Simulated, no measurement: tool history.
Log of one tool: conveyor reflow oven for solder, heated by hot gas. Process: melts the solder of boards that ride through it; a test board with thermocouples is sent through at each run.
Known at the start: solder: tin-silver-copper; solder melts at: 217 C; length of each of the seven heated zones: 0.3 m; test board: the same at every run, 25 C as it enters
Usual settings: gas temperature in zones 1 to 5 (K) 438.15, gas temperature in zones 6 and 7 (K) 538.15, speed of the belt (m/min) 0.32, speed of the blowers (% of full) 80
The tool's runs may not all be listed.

run   hour  gas temperature in zones 1 to 5 (K)  gas temperature in zones 6 and 7 (K)  speed of the belt (m/min)  speed of the blowers (% of full)  highest temperature of the board (K)  time above the solder's melting point (s)
  1      0                               438.15                                538.15                       0.32                                80                                524.15                                       80.5
  2   24.7                               438.15                                538.15                       0.32                                80                                524.55                                       81.4
  3   51.8                               438.15                                538.15                       0.32                                80                                524.65                                       80.3
  4   71.5                               438.15                                538.15                       0.32                                80                                523.75                                       80.6
  5   97.8                               438.15                                538.15                       0.32                                80                                524.15                                         80
  6  127.8                               438.15                                538.15                       0.32                                80                                524.15                                       80.3
  7  144.9                               438.15                                538.15                       0.32                                80                                523.95                                       80.4
  8  167.4                               438.15                                538.15                      0.312                                80                                524.05                                       83.7
  9  193.1                               438.15                                538.15                      0.312                                80                                524.75                                       83.1
 10  208.3                               438.15                                538.15                       0.32                                80                                524.25                                       79.2
 11  222.4                               438.15                                538.15                       0.32                                80                                523.65                                       79.4
 12  237.3                               438.15                                538.15                       0.32                                80                                523.15                                       79.4
 13  255.7                               438.15                                538.15                       0.32                                80                                523.45                                       78.5
 14  277.2                               438.15                                538.15                       0.32                                80                                523.25                                       78.7
 15  303.4                               442.15                                546.15                       0.33                                80                                529.65                                       84.3
 16  323.3                               442.15                                550.15                       0.33                                59                                526.95                                         80
 17  337.2                               423.15                                550.15                      0.297                                57                                527.35                                       80.7
 18  365.3                               447.15                                538.15                      0.307                                80                                525.35                                       89.7
     378.9  -- flux residue cleaned out of gas plates and filters
 19  383.4                               438.15                                538.15                      0.303                                80                                526.55                                       89.5
     390.6  -- thermocouples of zones 6 and 7 changed
 20  408.9                               433.15                                548.15                      0.303                                61                                530.75                                       88.5
 21  427.6                               435.15                                538.15                       0.32                                66                                521.55                                       75.7
 22    452                               444.15                                535.15                       0.32                                66                                520.35                                       78.5
 23  483.8                               448.15                                528.15                       0.32                                56                                512.65                                       67.8
 24  498.6                               438.15                                538.15                       0.32                                62                                520.45                                       75.9
 25  522.5                               438.15                                538.15                      0.292                                80                                527.55                                       93.6
 26  548.1                               438.15                                527.15                      0.292                                74                                516.25                                       79.9
 27  562.7                               447.15                                538.15                      0.364                                80                                523.25                                       72.7

Forecast each of these 3 alternatives for the next run:
  A  581.2                               449.15                                541.15                      0.268                                80                                     ?                                          ?
  B  581.2                               438.15                                542.15                      0.308                                75                                     ?                                          ?
  C  581.2                               438.15                                545.15                       0.32                                80                                     ?                                          ?

run  highest temperature of the board (K)  time above the solder's melting point (s)
  A                                533.25                                      114.2
  B                                528.45                                       88.3
  C                                531.45                                       87.9
Without the tool's hidden state the same runs would have given:
run  highest temperature of the board (K)  time above the solder's melting point (s)
  A                                534.25                                      114.2
  B                                529.75                                       88.9
  C                                532.85                                       88.4

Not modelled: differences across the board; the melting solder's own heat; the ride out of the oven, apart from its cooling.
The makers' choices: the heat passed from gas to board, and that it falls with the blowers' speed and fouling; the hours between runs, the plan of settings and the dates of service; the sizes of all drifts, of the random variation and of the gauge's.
